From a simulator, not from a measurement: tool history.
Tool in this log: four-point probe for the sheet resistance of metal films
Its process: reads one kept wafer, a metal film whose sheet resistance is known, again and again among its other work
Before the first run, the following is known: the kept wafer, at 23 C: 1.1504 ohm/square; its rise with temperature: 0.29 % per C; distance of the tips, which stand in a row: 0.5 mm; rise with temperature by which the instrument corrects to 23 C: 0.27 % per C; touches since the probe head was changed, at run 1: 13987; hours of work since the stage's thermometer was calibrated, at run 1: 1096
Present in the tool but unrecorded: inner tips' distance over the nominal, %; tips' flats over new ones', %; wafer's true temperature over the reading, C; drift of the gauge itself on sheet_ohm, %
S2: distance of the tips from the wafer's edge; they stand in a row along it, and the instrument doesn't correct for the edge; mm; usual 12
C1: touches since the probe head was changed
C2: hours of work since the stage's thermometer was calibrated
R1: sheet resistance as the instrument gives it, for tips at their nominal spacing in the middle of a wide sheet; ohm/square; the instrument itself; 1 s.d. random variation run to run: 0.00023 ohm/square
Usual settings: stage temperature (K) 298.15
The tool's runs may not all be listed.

Run 1, day 0: usual settings; C1 13987; C2 1096. Result: R1 1.149962 ohm/square.
Run 2, day 2.946: usual settings but S2 66 mm; C1 17277; C2 1150. Result: R1 1.14895 ohm/square.
Run 3, day 5.725: usual settings but S2 66 mm; C1 20379; C2 1201. Result: R1 1.148724 ohm/square.
Run 4, day 7.629: usual settings but S2 66 mm; C1 22506; C2 1235. Result: R1 1.147889 ohm/square.
Run 5, day 10.296: usual settings but S2 66 mm; C1 25480; C2 1284. Result: R1 1.147507 ohm/square.
Run 6, day 13.875: usual settings; C1 29478; C2 1349. Result: R1 1.148483 ohm/square.
Run 7, day 15.954: usual settings; C1 31801; C2 1387. Result: R1 1.148238 ohm/square.
Run 8, day 18.458: usual settings; C1 34594; C2 1433. Result: R1 1.14795 ohm/square.
At day 20.617: stage's thermometer calibrated.
Run 9, day 21.429: usual settings; C1 37888; C2 15. Result: R1 1.147573 ohm/square.
Run 10, day 23.354: usual settings; C1 40039; C2 50. Result: R1 1.147915 ohm/square.
Run 11, day 25.433: usual settings; C1 42360; C2 88. Result: R1 1.147257 ohm/square.
Run 12, day 27.179: usual settings but S2 5 mm; C1 44310; C2 120. Result: R1 1.152787 ohm/square.
Run 13, day 30.133: usual settings but stage temperature (K) 300.15, S2 40 mm; C1 47609; C2 174. Result: R1 1.146416 ohm/square.
Run 14, day 31.746: usual settings but stage temperature (K) 300.15, S2 4 mm; C1 49409; C2 203. Result: R1 1.155864 ohm/square.
Run 15, day 34.546: usual settings but stage temperature (K) 306.15, S2 35 mm; C1 52534; C2 254. Result: R1 1.147769 ohm/square.
Run 16, day 36.171: usual settings but stage temperature (K) 306.15, S2 35 mm; C1 54350; C2 284. Result: R1 1.147616 ohm/square.
Run 17, day 37.904: usual settings but stage temperature (K) 292.15, S2 3 mm; C1 56286; C2 315. Result: R1 1.159723 ohm/square.
Run 18, day 40.121: usual settings but stage temperature (K) 297.15, S2 14 mm; C1 58760; C2 356. Result: R1 1.145285 ohm/square.
Run 19, day 41.9: usual settings but stage temperature (K) 299.15, S2 4 mm; C1 60748; C2 388. Result: R1 1.154001 ohm/square.
Run 20, day 45.421: usual settings but stage temperature (K) 306.15, S2 5 mm; C1 64677; C2 452. Result: R1 1.152575 ohm/square.
Run 21, day 47.517: usual settings but S2 3 mm; C1 67018; C2 491. Result: R1 1.160414 ohm/square.
Run 22, day 50.662: usual settings but stage temperature (K) 294.15, S2 22 mm; C1 70529; C2 548. Result: R1 1.142366 ohm/square.
Run 23, day 52.538: usual settings but S2 3 mm; C1 72622; C2 582. Result: R1 1.160228 ohm/square.
Run 24, day 54.883: usual settings but S2 28 mm; C1 75244; C2 625. Result: R1 1.142674 ohm/square.

Consider 4 possible next runs. They are alternatives, not a sequence: every one starts from the tool as it was left by run 24. What does each give?
Run A, day 58.254: usual settings but stage temperature (K) 295.15; C1 79008; C2 687. Result: R1 ?.
Run B, day 58.254: usual settings but stage temperature (K) 305.15, S2 43 mm; C1 79008; C2 687. Result: R1 ?.
Run C, day 58.254: usual settings but S2 30 mm; C1 79008; C2 687. Result: R1 ?.
Run D, day 58.254: usual settings but stage temperature (K) 296.15, S2 64 mm; C1 79008; C2 687. Result: R1 ?.

run        R1
  A  1.142593
  B  1.144321
  C  1.142688
  D  1.141415
Without the tool's unlogged condition, the same runs would have read:
run        R1
  A  1.151174
  B  1.152894
  C  1.151263
  D  1.149985
